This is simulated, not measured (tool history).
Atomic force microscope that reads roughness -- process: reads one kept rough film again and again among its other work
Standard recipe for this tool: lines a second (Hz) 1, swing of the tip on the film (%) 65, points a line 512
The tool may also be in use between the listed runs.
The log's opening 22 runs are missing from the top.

| run | day | lines a second (Hz) | swing of the tip on the film (%) | points a line | pictures with this tip | hours of work since the height scale was calibrated | roughness of the kept film (nm (root mean square)) |
|---|---|---|---|---|---|---|---|
| 23 | 27.746 | 1.2 | 65 | 512 | 116 | 601 | 2.815 |
| 24 | 28.638 | 2.79 | 65 | 322 | 151 | 616 | 2.538 |
|  | 28.958 | new tip fitted |
| 25 | 30.133 | 1 | 64 | 958 | 46 | 639 | 3.059 |
| 26 | 31.829 | 2.87 | 72 | 958 | 112 | 666 | 2.513 |
| 27 | 32.596 | 3.49 | 56 | 332 | 142 | 678 | 2.667 |
|  | 33.188 | new tip fitted |
| 28 | 33.642 | 3.49 | 68 | 332 | 18 | 694 | 2.778 |
| 29 | 35.071 | 1.16 | 84 | 534 | 74 | 717 | 2.713 |
| 30 | 36.362 | 0.69 | 58 | 388 | 125 | 737 | 2.882 |
|  | 37.475 | new tip fitted |
| 31 | 38.133 | 0.69 | 58 | 388 | 26 | 765 | 3.201 |
| 32 | 39.471 | 0.69 | 58 | 388 | 78 | 786 | 3.048 |
| 33 | 40.558 | 3.32 | 58 | 326 | 121 | 803 | 2.685 |
|  | 41.742 | new tip fitted |
| 34 | 42.383 | 1 | 68 | 512 | 25 | 832 | 3.1 |
| 35 | 43.167 | 1 | 68 | 512 | 56 | 844 | 3.014 |
| 36 | 44.771 | 1 | 68 | 512 | 119 | 870 | 2.833 |
|  | 45.917 | new tip fitted |
| 37 | 46.592 | 1 | 68 | 512 | 26 | 898 | 3.072 |
| 38 | 48.171 | 0.67 | 72 | 405 | 88 | 923 | 2.886 |
| 39 | 49.412 | 3.26 | 78 | 405 | 137 | 943 | 2.218 |
|  | 50.192 | new tip fitted |
| 40 | 50.971 | 3.26 | 78 | 405 | 31 | 967 | 2.477 |
| 41 | 52.783 | 1.89 | 89 | 512 | 102 | 996 | 2.314 |
|  | 54.362 | new tip fitted |
| 42 | 54.496 | 2.86 | 65 | 615 | 5 | 1023 | 2.931 |
| 43 | 55.267 | 1.1 | 65 | 510 | 35 | 1035 | 3.036 |
| 44 | 56.338 | 1.1 | 65 | 510 | 77 | 1052 | 2.899 |
| 45 | 57.221 | 1.89 | 85 | 394 | 111 | 1066 | 2.381 |
| 46 | 58.017 | 1.12 | 72 | 528 | 143 | 1079 | 2.66 |

Here are 5 independent what-if runs from the current tool condition. What would each one return?
|  | 58.608 | new tip fitted |
| A | 59.642 | 1.05 | 72 | 528 | 40 | 1104 | ? |
|  | 58.608 | new tip fitted |
| B | 59.642 | 0.94 | 83 | 804 | 40 | 1104 | ? |
|  | 58.608 | new tip fitted |
| C | 59.642 | 2.36 | 68 | 336 | 40 | 1104 | ? |
|  | 58.608 | new tip fitted |
| D | 59.642 | 1 | 73 | 448 | 40 | 1104 | ? |
|  | 58.608 | new tip fitted |
| E | 59.642 | 1.46 | 85 | 788 | 40 | 1104 | ? |

| run | roughness of the kept film (nm (root mean square)) |
|---|---|
| A | 2.983 |
| B | 2.866 |
| C | 2.834 |
| D | 2.987 |
| E | 2.678 |
With the hidden condition removed and each run's random variation left untouched, the same runs would have given:
| run | roughness of the kept film (nm (root mean square)) |
|---|---|
| A | 3.166 |
| B | 3.042 |
| C | 3.008 |
| D | 3.17 |
| E | 2.842 |

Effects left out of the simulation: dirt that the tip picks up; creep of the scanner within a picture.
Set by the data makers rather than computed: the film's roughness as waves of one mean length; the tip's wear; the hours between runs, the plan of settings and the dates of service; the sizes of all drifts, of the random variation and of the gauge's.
